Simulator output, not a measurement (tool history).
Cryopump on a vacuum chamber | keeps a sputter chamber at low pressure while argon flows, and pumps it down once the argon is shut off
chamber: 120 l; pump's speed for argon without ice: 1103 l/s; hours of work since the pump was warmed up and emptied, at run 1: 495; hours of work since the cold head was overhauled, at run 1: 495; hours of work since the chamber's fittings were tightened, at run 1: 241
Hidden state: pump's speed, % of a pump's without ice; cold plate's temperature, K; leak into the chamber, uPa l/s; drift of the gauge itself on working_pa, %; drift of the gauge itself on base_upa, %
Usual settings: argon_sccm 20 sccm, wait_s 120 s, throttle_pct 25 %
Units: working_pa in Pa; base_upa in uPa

run	day	argon_sccm	wait_s	throttle_pct	hours of work since the pump was warmed up and emptied	hours of work since the cold head was overhauled	hours of work since the chamber's fittings were tightened	working_pa	base_upa
1	0.000	20	120	25	495	495	241	0.1251	0.69
2	0.508	20	120	25	503	503	249	0.1242	0.73
3	1.388	9	120	25	515	515	261	0.0558	0.73
4	1.950	9	120	25	523	523	269	0.0562	0.73
5	2.342	9	120	25	529	529	275	0.0548	0.73
6	2.892	9	120	25	537	537	283	0.0562	0.72
7	3.683	9	120	25	548	548	294	0.0563	0.71
8	4.583	9	120	25	561	561	307	0.0569	0.85
9	4.983	9	120	25	567	567	313	0.0551	0.75
10	5.388	20	120	25	573	573	319	0.1251	0.76
11	6.000	20	120	25	582	582	328	0.1255	0.78
12	6.500	20	85	25	589	589	335	0.1254	0.88
13	7.404	24	85	25	602	602	348	0.1503	0.88
14	8.146	24	85	25	613	613	359	0.1504	0.84
15	8.917	24	120	30	624	624	370	0.1253	0.81
16	9.371	24	120	30	630	630	376	0.1257	0.78
17	9.829	24	120	30	637	637	383	0.1247	0.78
18	10.679	24	120	30	649	649	395	0.1260	0.79
19	11.583	24	120	30	662	662	408	0.1257	0.84
20	12.250	24	120	30	672	672	418	0.1271	0.88
21	12.729	24	84	17	679	679	425	0.2199	0.93
22	13.288	31	23	25	687	687	433	0.1948	1.82
23	14.079	31	27	32	698	698	444	0.1532	1.64
24	14.975	20	51	25	711	711	457	0.1257	1.21
25	15.804	10	43	18	723	723	469	0.0862	1.28

4 ways to go on from here, each from the tool as it stands after run 25. What would each give?
A	16.246	10	43	19	729	729	475	?	?
B	16.246	20	157	25	729	729	475	?	?
C	16.246	10	117	17	729	729	475	?	?
D	16.246	11	225	25	729	729	475	?	?

run	working_pa	base_upa
A	0.0815	1.30
B	0.1262	0.82
C	0.0917	0.92
D	0.0691	0.79
Without the tool's hidden state the same runs would have given:
run	working_pa	base_upa
A	0.0799	0.91
B	0.1230	0.44
C	0.0901	0.54
D	0.0673	0.40
